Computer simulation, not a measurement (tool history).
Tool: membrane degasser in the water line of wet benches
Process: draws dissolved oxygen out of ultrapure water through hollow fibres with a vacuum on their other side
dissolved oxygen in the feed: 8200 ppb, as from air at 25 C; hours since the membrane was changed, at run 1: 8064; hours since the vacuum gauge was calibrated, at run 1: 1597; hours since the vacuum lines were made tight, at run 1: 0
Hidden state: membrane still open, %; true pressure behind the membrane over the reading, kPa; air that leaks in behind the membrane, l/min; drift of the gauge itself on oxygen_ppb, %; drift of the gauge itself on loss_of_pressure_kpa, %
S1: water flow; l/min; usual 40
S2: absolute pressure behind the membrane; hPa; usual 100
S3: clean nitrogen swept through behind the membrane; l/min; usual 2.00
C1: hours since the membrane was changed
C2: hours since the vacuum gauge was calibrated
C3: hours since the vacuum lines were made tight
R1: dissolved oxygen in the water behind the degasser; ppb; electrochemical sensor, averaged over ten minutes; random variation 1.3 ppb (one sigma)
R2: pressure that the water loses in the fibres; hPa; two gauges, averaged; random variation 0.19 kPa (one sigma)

| run | hour | S1 | S2 | S3 | C1 | C2 | C3 | R1 | R2 |
|---|---|---|---|---|---|---|---|---|---|
| 1 | 0.0 | 40 | 100 | 2.00 | 8064 | 1597 | 0 | 300.2 | 399.0 |
| 2 | 156.1 | 40 | 92 | 2.00 | 8220 | 1753 | 156 | 266.0 | 402.0 |
| 3 | 324.6 | 40 | 92 | 2.00 | 8389 | 1921 | 325 | 266.7 | 402.8 |
| 4 | 501.5 | 26 | 100 | 2.00 | 8566 | 2098 | 501 | 206.7 | 260.8 |
|  | 725.7 | membrane cartridge changed |
| 5 | 730.3 | 26 | 100 | 2.00 | 5 | 2323 | 726 | 203.6 | 239.0 |
|  | 751.9 | vacuum gauge calibrated |
| 6 | 874.2 | 26 | 100 | 2.00 | 148 | 122 | 870 | 205.8 | 238.9 |
| 7 | 1114.1 | 40 | 100 | 2.00 | 388 | 362 | 1110 | 300.2 | 371.5 |
| 8 | 1368.9 | 40 | 100 | 3.00 | 643 | 617 | 1364 | 211.6 | 367.2 |
|  | 1542.1 | vacuum gauge calibrated, once more |
| 9 | 1632.8 | 40 | 100 | 3.00 | 906 | 91 | 1628 | 209.2 | 368.8 |
| 10 | 1838.2 | 34 | 122 | 2.00 | 1112 | 296 | 1833 | 337.9 | 316.5 |
| 11 | 2049.4 | 34 | 122 | 2.00 | 1323 | 507 | 2044 | 337.5 | 315.9 |
| 12 | 2280.5 | 32 | 82 | 4.89 | 1554 | 738 | 2276 | 80.1 | 297.7 |
| 13 | 2404.9 | 32 | 82 | 4.89 | 1678 | 863 | 2400 | 81.1 | 301.0 |
| 14 | 2682.2 | 54 | 239 | 1.08 | 1956 | 1140 | 2677 | 1653.1 | 504.3 |
| 15 | 2850.1 | 59 | 115 | 2.00 | 2123 | 1308 | 2845 | 500.0 | 554.7 |
| 16 | 3120.7 | 59 | 115 | 2.00 | 2394 | 1579 | 3116 | 504.5 | 554.9 |
| 17 | 3354.2 | 29 | 90 | 5.18 | 2628 | 1812 | 3349 | 80.4 | 274.0 |

3 ways to go on from here, each from the tool as it stands after run 17. What would each give?
| A | 3485.5 | 27 | 78 | 1.35 | 2759 | 1943 | 3481 | ? | ? |
| B | 3485.5 | 29 | 217 | 5.18 | 2759 | 1943 | 3481 | ? | ? |
| C | 3485.5 | 29 | 70 | 4.67 | 2759 | 1943 | 3481 | ? | ? |

| run | R1 | R2 |
|---|---|---|
| A | 203.5 | 255.8 |
| B | 249.0 | 274.0 |
| C | 59.0 | 272.4 |
Without the tool's hidden state the same runs would have given:
| run | R1 | R2 |
|---|---|---|
| A | 199.5 | 248.3 |
| B | 246.0 | 266.0 |
| C | 57.3 | 264.4 |
